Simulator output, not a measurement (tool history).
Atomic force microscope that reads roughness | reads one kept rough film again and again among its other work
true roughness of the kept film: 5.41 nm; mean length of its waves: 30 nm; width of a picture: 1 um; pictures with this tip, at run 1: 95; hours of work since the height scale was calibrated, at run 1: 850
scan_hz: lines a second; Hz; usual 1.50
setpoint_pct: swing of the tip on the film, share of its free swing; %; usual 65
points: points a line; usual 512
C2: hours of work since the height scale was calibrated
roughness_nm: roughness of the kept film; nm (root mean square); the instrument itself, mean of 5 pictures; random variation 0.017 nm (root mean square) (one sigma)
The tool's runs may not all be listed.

run 1 hour=0.0 | scan_hz=1.50 setpoint_pct=65 points=512 | pictures_with_this_tip=95 C2=850 | roughness_nm=3.412
run 2 hour=22.9 | scan_hz=1.50 setpoint_pct=65 points=512 | pictures_with_this_tip=121 C2=862 | roughness_nm=3.248
run 3 hour=63.9 | scan_hz=1.50 setpoint_pct=65 points=512 | pictures_with_this_tip=168 C2=884 | roughness_nm=2.961
run 4 hour=108.1 | scan_hz=0.65 setpoint_pct=65 points=512 | pictures_with_this_tip=218 C2=907 | roughness_nm=2.784
-- hour=114.9 new tip fitted
run 5 hour=157.3 | scan_hz=0.65 setpoint_pct=65 points=512 | pictures_with_this_tip=48 C2=933 | roughness_nm=3.693
run 6 hour=198.4 | scan_hz=0.65 setpoint_pct=65 points=512 | pictures_with_this_tip=94 C2=955 | roughness_nm=3.331
run 7 hour=221.9 | scan_hz=0.65 setpoint_pct=65 points=512 | pictures_with_this_tip=121 C2=967 | roughness_nm=3.168
run 8 hour=265.6 | scan_hz=0.65 setpoint_pct=65 points=512 | pictures_with_this_tip=171 C2=990 | roughness_nm=2.920
-- hour=314.0 new tip fitted
run 9 hour=314.0 | scan_hz=0.65 setpoint_pct=65 points=484 | pictures_with_this_tip=0 C2=1016 | roughness_nm=4.175
run 10 hour=344.6 | scan_hz=0.65 setpoint_pct=65 points=484 | pictures_with_this_tip=35 C2=1032 | roughness_nm=3.934
run 11 hour=374.5 | scan_hz=0.65 setpoint_pct=65 points=484 | pictures_with_this_tip=69 C2=1048 | roughness_nm=3.651
run 12 hour=422.6 | scan_hz=1.50 setpoint_pct=65 points=430 | pictures_with_this_tip=123 C2=1073 | roughness_nm=3.171
run 13 hour=456.7 | scan_hz=1.50 setpoint_pct=65 points=430 | pictures_with_this_tip=162 C2=1091 | roughness_nm=2.937
run 14 hour=484.9 | scan_hz=1.50 setpoint_pct=65 points=430 | pictures_with_this_tip=194 C2=1106 | roughness_nm=2.798
run 15 hour=509.1 | scan_hz=1.50 setpoint_pct=65 points=512 | pictures_with_this_tip=221 C2=1119 | roughness_nm=2.673
-- hour=514.5 new tip fitted
run 16 hour=538.9 | scan_hz=1.50 setpoint_pct=65 points=512 | pictures_with_this_tip=27 C2=1134 | roughness_nm=3.827
run 17 hour=588.7 | scan_hz=3.32 setpoint_pct=80 points=426 | pictures_with_this_tip=84 C2=1161 | roughness_nm=2.929
run 18 hour=620.3 | scan_hz=3.32 setpoint_pct=80 points=426 | pictures_with_this_tip=120 C2=1177 | roughness_nm=2.724
run 19 hour=641.4 | scan_hz=0.52 setpoint_pct=77 points=540 | pictures_with_this_tip=144 C2=1189 | roughness_nm=3.042
run 20 hour=680.4 | scan_hz=3.17 setpoint_pct=70 points=505 | pictures_with_this_tip=188 C2=1209 | roughness_nm=2.613
-- hour=712.8 new tip fitted
run 21 hour=712.8 | scan_hz=1.14 setpoint_pct=80 points=955 | pictures_with_this_tip=0 C2=1226 | roughness_nm=3.975
run 22 hour=757.9 | scan_hz=1.21 setpoint_pct=84 points=363 | pictures_with_this_tip=51 C2=1250 | roughness_nm=3.440
run 23 hour=786.7 | scan_hz=0.89 setpoint_pct=73 points=363 | pictures_with_this_tip=84 C2=1265 | roughness_nm=3.334
run 24 hour=838.4 | scan_hz=0.89 setpoint_pct=73 points=363 | pictures_with_this_tip=142 C2=1293 | roughness_nm=2.995
run 25 hour=871.7 | scan_hz=1.49 setpoint_pct=73 points=279 | pictures_with_this_tip=180 C2=1310 | roughness_nm=2.717
-- hour=909.1 new tip fitted
run 26 hour=924.1 | scan_hz=1.49 setpoint_pct=73 points=279 | pictures_with_this_tip=17 C2=1338 | roughness_nm=3.754
run 27 hour=946.0 | scan_hz=1.22 setpoint_pct=56 points=436 | pictures_with_this_tip=42 C2=1349 | roughness_nm=3.725
run 28 hour=989.2 | scan_hz=2.26 setpoint_pct=64 points=581 | pictures_with_this_tip=91 C2=1372 | roughness_nm=3.191
run 29 hour=1026.9 | scan_hz=2.26 setpoint_pct=63 points=259 | pictures_with_this_tip=134 C2=1392 | roughness_nm=2.946
run 30 hour=1070.5 | scan_hz=2.26 setpoint_pct=85 points=343 | pictures_with_this_tip=183 C2=1415 | roughness_nm=2.445
-- hour=1106.9 new tip fitted
run 31 hour=1115.5 | scan_hz=1.50 setpoint_pct=81 points=1021 | pictures_with_this_tip=9 C2=1439 | roughness_nm=3.781

3 ways to go on from here, each from the tool as it stands after run 31. What would each give?
run A hour=1159.8 | scan_hz=1.50 setpoint_pct=70 points=512 | pictures_with_this_tip=60 C2=1462 | roughness_nm=?
run B hour=1159.8 | scan_hz=1.50 setpoint_pct=65 points=1011 | pictures_with_this_tip=60 C2=1462 | roughness_nm=?
run C hour=1159.8 | scan_hz=1.50 setpoint_pct=57 points=285 | pictures_with_this_tip=60 C2=1462 | roughness_nm=?

run=A roughness_nm=3.501
run=B roughness_nm=3.548
run=C roughness_nm=3.570
Without the tool's hidden state the same runs would have given:
run=A roughness_nm=4.130
run=B roughness_nm=4.184
run=C roughness_nm=4.212
